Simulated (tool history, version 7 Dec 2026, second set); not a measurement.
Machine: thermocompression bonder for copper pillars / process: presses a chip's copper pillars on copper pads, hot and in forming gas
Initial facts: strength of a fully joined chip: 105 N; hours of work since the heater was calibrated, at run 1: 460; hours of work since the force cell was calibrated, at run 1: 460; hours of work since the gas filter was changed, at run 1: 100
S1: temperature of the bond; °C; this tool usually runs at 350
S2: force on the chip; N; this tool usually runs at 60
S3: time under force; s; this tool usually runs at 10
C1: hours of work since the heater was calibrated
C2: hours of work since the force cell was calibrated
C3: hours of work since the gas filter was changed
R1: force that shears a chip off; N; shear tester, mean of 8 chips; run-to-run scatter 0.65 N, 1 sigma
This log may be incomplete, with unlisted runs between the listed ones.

run 1 hour=0.0 | S1=350 S2=60 S3=10 | C1=460 C2=460 C3=100 | R1=39.6
run 2 hour=22.9 | S1=350 S2=60 S3=10 | C1=472 C2=472 C3=112 | R1=40.1
run 3 hour=43.3 | S1=350 S2=60 S3=10 | C1=483 C2=483 C3=122 | R1=39.0
run 4 hour=64.9 | S1=350 S2=60 S3=10 | C1=494 C2=494 C3=133 | R1=39.2
run 5 hour=86.7 | S1=350 S2=60 S3=10 | C1=506 C2=506 C3=145 | R1=39.5
run 6 hour=98.2 | S1=350 S2=60 S3=10 | C1=512 C2=512 C3=151 | R1=40.1
run 7 hour=110.5 | S1=350 S2=60 S3=10 | C1=518 C2=518 C3=157 | R1=39.4
run 8 hour=123.7 | S1=350 S2=60 S3=10 | C1=525 C2=525 C3=164 | R1=37.7
run 9 hour=140.9 | S1=350 S2=60 S3=10 | C1=534 C2=534 C3=173 | R1=39.2
run 10 hour=161.5 | S1=350 S2=60 S3=10 | C1=545 C2=545 C3=184 | R1=37.8
run 11 hour=178.6 | S1=350 S2=60 S3=7 | C1=554 C2=554 C3=193 | R1=33.1
run 12 hour=194.9 | S1=350 S2=60 S3=10 | C1=562 C2=562 C3=202 | R1=39.1
run 13 hour=220.4 | S1=350 S2=60 S3=10 | C1=575 C2=575 C3=215 | R1=38.0
run 14 hour=237.2 | S1=350 S2=47 S3=10 | C1=584 C2=584 C3=224 | R1=31.8
run 15 hour=259.0 | S1=350 S2=47 S3=10 | C1=596 C2=596 C3=235 | R1=31.7
run 16 hour=283.7 | S1=350 S2=60 S3=10 | C1=609 C2=609 C3=248 | R1=38.5
run 17 hour=307.9 | S1=350 S2=60 S3=6 | C1=621 C2=621 C3=261 | R1=30.5
run 18 hour=324.2 | S1=350 S2=60 S3=6 | C1=630 C2=630 C3=269 | R1=30.5
run 19 hour=347.5 | S1=350 S2=60 S3=6 | C1=642 C2=642 C3=281 | R1=29.9
run 20 hour=358.4 | S1=350 S2=60 S3=6 | C1=648 C2=648 C3=287 | R1=31.1
run 21 hour=378.2 | S1=350 S2=87 S3=14 | C1=658 C2=658 C3=297 | R1=53.7
run 22 hour=391.7 | S1=367 S2=58 S3=10 | C1=665 C2=665 C3=304 | R1=41.9
run 23 hour=402.5 | S1=355 S2=58 S3=6 | C1=671 C2=671 C3=310 | R1=31.0
run 24 hour=414.2 | S1=350 S2=60 S3=6 | C1=677 C2=677 C3=316 | R1=30.4
run 25 hour=432.3 | S1=327 S2=39 S3=22 | C1=686 C2=686 C3=326 | R1=31.3
run 26 hour=450.3 | S1=361 S2=50 S3=8 | C1=696 C2=696 C3=335 | R1=33.6
run 27 hour=468.6 | S1=361 S2=50 S3=8 | C1=705 C2=705 C3=345 | R1=32.0
-- hour=479.4 forming gas filter changed
run 28 hour=489.4 | S1=325 S2=80 S3=12 | C1=716 C2=716 C3=5 | R1=40.3
run 29 hour=506.9 | S1=357 S2=62 S3=11 | C1=725 C2=725 C3=14 | R1=42.9
run 30 hour=525.7 | S1=332 S2=62 S3=10 | C1=735 C2=735 C3=24 | R1=33.5
run 31 hour=549.7 | S1=332 S2=62 S3=10 | C1=747 C2=747 C3=37 | R1=35.1
run 32 hour=565.2 | S1=332 S2=62 S3=10 | C1=756 C2=756 C3=45 | R1=33.3
run 33 hour=587.5 | S1=380 S2=49 S3=7 | C1=767 C2=767 C3=57 | R1=36.7
run 34 hour=610.4 | S1=351 S2=60 S3=6 | C1=779 C2=779 C3=69 | R1=31.1
run 35 hour=635.7 | S1=350 S2=40 S3=8 | C1=792 C2=792 C3=82 | R1=27.3
run 36 hour=651.0 | S1=350 S2=40 S3=8 | C1=800 C2=800 C3=90 | R1=26.1
run 37 hour=674.0 | S1=350 S2=48 S3=8 | C1=812 C2=812 C3=102 | R1=29.5
run 38 hour=686.1 | S1=350 S2=53 S3=13 | C1=819 C2=819 C3=108 | R1=39.1
run 39 hour=708.1 | S1=336 S2=60 S3=18 | C1=830 C2=830 C3=120 | R1=44.3

Some steps in R1, run to run, broken into two amounts with sign: the step expected even without the hidden condition (settings, incoming material, random variation), and the rest, left for the hidden condition together with whatever gauge scatter is not in both the measured and the hidden-condition-free result:
The hidden state here: true temperature of the bond over the reading, C; force that reaches the chip, % of what is set; oxide that the forming gas leaves, % of the face; drift of the gauge itself on shear_n, %.
Run 20 -> 21: S2 60 -> 87, S3 6 -> 14. R1 +22.6 N: hidden state -2.1, all else +24.7.
Run 21 -> 22: S1 350 -> 367, S2 87 -> 58, S3 14 -> 10. R1 -11.8 N: hidden state +1.0, all else -12.8.
Run 22 -> 23: S1 367 -> 355, S3 10 -> 6. R1 -10.9 N: hidden state +0.9, all else -11.8.
Run 27 -> 28: S1 361 -> 325, S2 50 -> 80, S3 8 -> 12, forming gas filter changed. R1 +8.3 N: hidden state +1.8, all else +6.5.
